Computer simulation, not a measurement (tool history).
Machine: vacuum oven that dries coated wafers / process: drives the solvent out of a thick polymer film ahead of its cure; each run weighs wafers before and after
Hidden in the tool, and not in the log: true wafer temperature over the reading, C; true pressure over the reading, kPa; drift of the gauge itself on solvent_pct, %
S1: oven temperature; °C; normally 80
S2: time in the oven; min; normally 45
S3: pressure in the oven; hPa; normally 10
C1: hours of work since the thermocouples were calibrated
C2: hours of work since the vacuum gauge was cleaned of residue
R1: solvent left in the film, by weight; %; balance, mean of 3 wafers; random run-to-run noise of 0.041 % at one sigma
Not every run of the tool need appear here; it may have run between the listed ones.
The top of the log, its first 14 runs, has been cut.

run    hour  S1  S2    S3   C1    C2    R1
 15   540.1  80  54    10  467  1087  0.48
 16   578.2  80  22    10  492  1112  3.04
 17   619.8  80  22    10  520  1140  3.15
 18   640.3  80  22    10  534  1154  3.09
 19   674.1  80  45    10  556  1176   0.9
 20   695.5  80  45  31.8  571  1191  1.24
 21   716.2  80  45  31.8  585  1204  1.17
 22   747.5  80  45    10  606  1225   0.8
      772.9  -- oven's thermocouples calibrated
 23   787.8  80  45    10   10  1251  0.88
 24   826.2  72  51     5   36  1277  1.97
      857.9  -- oven's thermocouples calibrated, once more
 25   879.2  80  74  12.2   14  1311  0.39
 26   908.2  80  74  12.2   34  1330  0.38
 27   946.1  69  41    10   59  1355  3.71
 28   980.4  69  55   5.3   82  1378  2.34
 29  1030.3  71  55   8.5  115  1412  1.99
 30    1068  82  26  30.9  140  1437   2.3
 31    1093  72  29    38  157  1453  4.92
 32  1129.5  72  29    38  181  1478   4.9
 33  1174.3  78  41    10  211  1508   1.4
 34  1211.6  94  77    10  236  1533   0.2
 35    1248  80  24    10  261  1557  2.89
 36  1294.5  72  57   6.5  292  1588  1.61
 37  1339.7  68  52     8  322  1618  3.12
 38  1381.6  68  52     8  350  1646  3.05

What does the tool deliver on the next run?
 39  1403.8  82  45  34.3  365  1661   ?

{"run 39": {"R1": 1.05}}
The same run, on a tool lacking any hidden state, would have yielded R1 0.85 %.
